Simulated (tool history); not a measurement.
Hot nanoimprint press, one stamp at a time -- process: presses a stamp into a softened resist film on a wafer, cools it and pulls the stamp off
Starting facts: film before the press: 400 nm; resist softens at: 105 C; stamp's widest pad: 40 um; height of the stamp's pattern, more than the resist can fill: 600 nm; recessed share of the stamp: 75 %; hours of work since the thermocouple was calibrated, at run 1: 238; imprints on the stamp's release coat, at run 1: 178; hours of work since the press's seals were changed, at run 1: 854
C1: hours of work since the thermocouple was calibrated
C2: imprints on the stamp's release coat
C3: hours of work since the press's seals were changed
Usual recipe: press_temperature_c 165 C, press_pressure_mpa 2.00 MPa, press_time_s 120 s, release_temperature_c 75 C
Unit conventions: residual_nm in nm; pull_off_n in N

{"run": 1, "hour": 0.0, "press_temperature_c": 165, "press_pressure_mpa": 2.0, "press_time_s": 120, "release_temperature_c": 75, "C1": 238, "C2": 178, "C3": 854, "residual_nm": 177.0, "pull_off_n": 209}
{"run": 2, "hour": 16.2, "press_temperature_c": 165, "press_pressure_mpa": 2.0, "press_time_s": 120, "release_temperature_c": 75, "C1": 250, "C2": 250, "C3": 866, "residual_nm": 176.6, "pull_off_n": 225}
{"run": 3, "hour": 49.1, "press_temperature_c": 165, "press_pressure_mpa": 2.0, "press_time_s": 182, "release_temperature_c": 75, "C1": 274, "C2": 397, "C3": 891, "residual_nm": 153.1, "pull_off_n": 231}
{"run": 4, "hour": 71.9, "press_temperature_c": 165, "press_pressure_mpa": 2.0, "press_time_s": 120, "release_temperature_c": 75, "C1": 291, "C2": 498, "C3": 908, "residual_nm": 179.5, "pull_off_n": 236}
{"hour": 105.1, "done": "stamp cleaned and given a new release coat"}
{"run": 5, "hour": 105.8, "press_temperature_c": 165, "press_pressure_mpa": 2.0, "press_time_s": 120, "release_temperature_c": 75, "C1": 312, "C2": 3, "C3": 929, "residual_nm": 178.8, "pull_off_n": 200}
{"run": 6, "hour": 129.3, "press_temperature_c": 165, "press_pressure_mpa": 1.69, "press_time_s": 120, "release_temperature_c": 75, "C1": 330, "C2": 108, "C3": 946, "residual_nm": 196.5, "pull_off_n": 214}
{"run": 7, "hour": 151.7, "press_temperature_c": 165, "press_pressure_mpa": 2.0, "press_time_s": 120, "release_temperature_c": 75, "C1": 347, "C2": 208, "C3": 963, "residual_nm": 181.1, "pull_off_n": 219}
{"run": 8, "hour": 176.7, "press_temperature_c": 165, "press_pressure_mpa": 2.0, "press_time_s": 120, "release_temperature_c": 75, "C1": 365, "C2": 319, "C3": 982, "residual_nm": 182.7, "pull_off_n": 226}
{"run": 9, "hour": 198.5, "press_temperature_c": 165, "press_pressure_mpa": 1.64, "press_time_s": 120, "release_temperature_c": 75, "C1": 382, "C2": 416, "C3": 998, "residual_nm": 201.8, "pull_off_n": 233}
{"run": 10, "hour": 230.4, "press_temperature_c": 174, "press_pressure_mpa": 2.0, "press_time_s": 120, "release_temperature_c": 75, "C1": 406, "C2": 558, "C3": 1022, "residual_nm": 120.9, "pull_off_n": 254}
{"hour": 249.9, "done": "stamp cleaned and given a new release coat"}
{"run": 11, "hour": 252.2, "press_temperature_c": 165, "press_pressure_mpa": 2.0, "press_time_s": 120, "release_temperature_c": 75, "C1": 417, "C2": 10, "C3": 1034, "residual_nm": 185.0, "pull_off_n": 206}
{"run": 12, "hour": 275.7, "press_temperature_c": 161, "press_pressure_mpa": 2.0, "press_time_s": 120, "release_temperature_c": 75, "C1": 435, "C2": 115, "C3": 1052, "residual_nm": 223.8, "pull_off_n": 217}
{"run": 13, "hour": 308.7, "press_temperature_c": 161, "press_pressure_mpa": 2.0, "press_time_s": 120, "release_temperature_c": 75, "C1": 460, "C2": 262, "C3": 1076, "residual_nm": 223.6, "pull_off_n": 222}
{"hour": 326.3, "done": "plate thermocouple calibrated"}
{"run": 14, "hour": 331.1, "press_temperature_c": 161, "press_pressure_mpa": 2.0, "press_time_s": 120, "release_temperature_c": 75, "C1": 4, "C2": 348, "C3": 1091, "residual_nm": 212.0, "pull_off_n": 232}
{"run": 15, "hour": 354.4, "press_temperature_c": 161, "press_pressure_mpa": 2.0, "press_time_s": 120, "release_temperature_c": 80, "C1": 21, "C2": 452, "C3": 1108, "residual_nm": 210.3, "pull_off_n": 224}
{"run": 16, "hour": 379.8, "press_temperature_c": 161, "press_pressure_mpa": 2.0, "press_time_s": 120, "release_temperature_c": 80, "C1": 40, "C2": 565, "C3": 1127, "residual_nm": 212.8, "pull_off_n": 223}
{"hour": 398.0, "done": "stamp cleaned and given a new release coat"}
{"run": 17, "hour": 409.4, "press_temperature_c": 161, "press_pressure_mpa": 2.0, "press_time_s": 120, "release_temperature_c": 74, "C1": 58, "C2": 51, "C3": 1145, "residual_nm": 212.1, "pull_off_n": 208}
{"run": 18, "hour": 433.7, "press_temperature_c": 161, "press_pressure_mpa": 2.0, "press_time_s": 120, "release_temperature_c": 74, "C1": 76, "C2": 159, "C3": 1163, "residual_nm": 214.1, "pull_off_n": 213}
{"run": 19, "hour": 454.4, "press_temperature_c": 155, "press_pressure_mpa": 1.89, "press_time_s": 134, "release_temperature_c": 76, "C1": 91, "C2": 251, "C3": 1179, "residual_nm": 273.9, "pull_off_n": 213}
{"run": 20, "hour": 470.2, "press_temperature_c": 165, "press_pressure_mpa": 2.0, "press_time_s": 139, "release_temperature_c": 78, "C1": 103, "C2": 321, "C3": 1190, "residual_nm": 168.7, "pull_off_n": 221}
{"run": 21, "hour": 503.1, "press_temperature_c": 165, "press_pressure_mpa": 2.0, "press_time_s": 211, "release_temperature_c": 62, "C1": 128, "C2": 468, "C3": 1215, "residual_nm": 146.5, "pull_off_n": 275}
{"run": 22, "hour": 518.9, "press_temperature_c": 159, "press_pressure_mpa": 2.0, "press_time_s": 80, "release_temperature_c": 66, "C1": 140, "C2": 538, "C3": 1227, "residual_nm": 264.3, "pull_off_n": 266}
{"hour": 544.2, "done": "stamp cleaned and given a new release coat"}
{"run": 23, "hour": 547.1, "press_temperature_c": 159, "press_pressure_mpa": 2.0, "press_time_s": 80, "release_temperature_c": 66, "C1": 156, "C2": 13, "C3": 1244, "residual_nm": 266.6, "pull_off_n": 221}
{"run": 24, "hour": 573.0, "press_temperature_c": 173, "press_pressure_mpa": 2.0, "press_time_s": 120, "release_temperature_c": 75, "C1": 176, "C2": 128, "C3": 1263, "residual_nm": 125.5, "pull_off_n": 205}
{"hour": 606.8, "done": "press's hydraulic seals changed and the load cell set to zero"}
{"run": 25, "hour": 613.6, "press_temperature_c": 156, "press_pressure_mpa": 1.77, "press_time_s": 140, "release_temperature_c": 76, "C1": 200, "C2": 273, "C3": 5, "residual_nm": 266.6, "pull_off_n": 215}
{"run": 26, "hour": 640.5, "press_temperature_c": 159, "press_pressure_mpa": 1.32, "press_time_s": 83, "release_temperature_c": 67, "C1": 220, "C2": 393, "C3": 25, "residual_nm": 297.4, "pull_off_n": 259}
{"run": 27, "hour": 660.2, "press_temperature_c": 159, "press_pressure_mpa": 1.83, "press_time_s": 83, "release_temperature_c": 68, "C1": 235, "C2": 481, "C3": 40, "residual_nm": 267.8, "pull_off_n": 256}
{"run": 28, "hour": 689.5, "press_temperature_c": 166, "press_pressure_mpa": 2.69, "press_time_s": 125, "release_temperature_c": 74, "C1": 257, "C2": 612, "C3": 62, "residual_nm": 142.7, "pull_off_n": 245}

What does the tool deliver on the next run?
{"hour": 697.1, "done": "stamp cleaned and given a new release coat"}
{"run": 29, "hour": 717.0, "press_temperature_c": 174, "press_pressure_mpa": 1.84, "press_time_s": 120, "release_temperature_c": 75, "C1": 273, "C2": 88, "C3": 78, "residual_nm": "?", "pull_off_n": "?"}

residual_nm: 121.8 nm
pull_off_n: 204 N
If the tool had no hidden condition, the same run with the same run-to-run variation would have returned residual_nm 115.1 nm, pull_off_n 195 N.

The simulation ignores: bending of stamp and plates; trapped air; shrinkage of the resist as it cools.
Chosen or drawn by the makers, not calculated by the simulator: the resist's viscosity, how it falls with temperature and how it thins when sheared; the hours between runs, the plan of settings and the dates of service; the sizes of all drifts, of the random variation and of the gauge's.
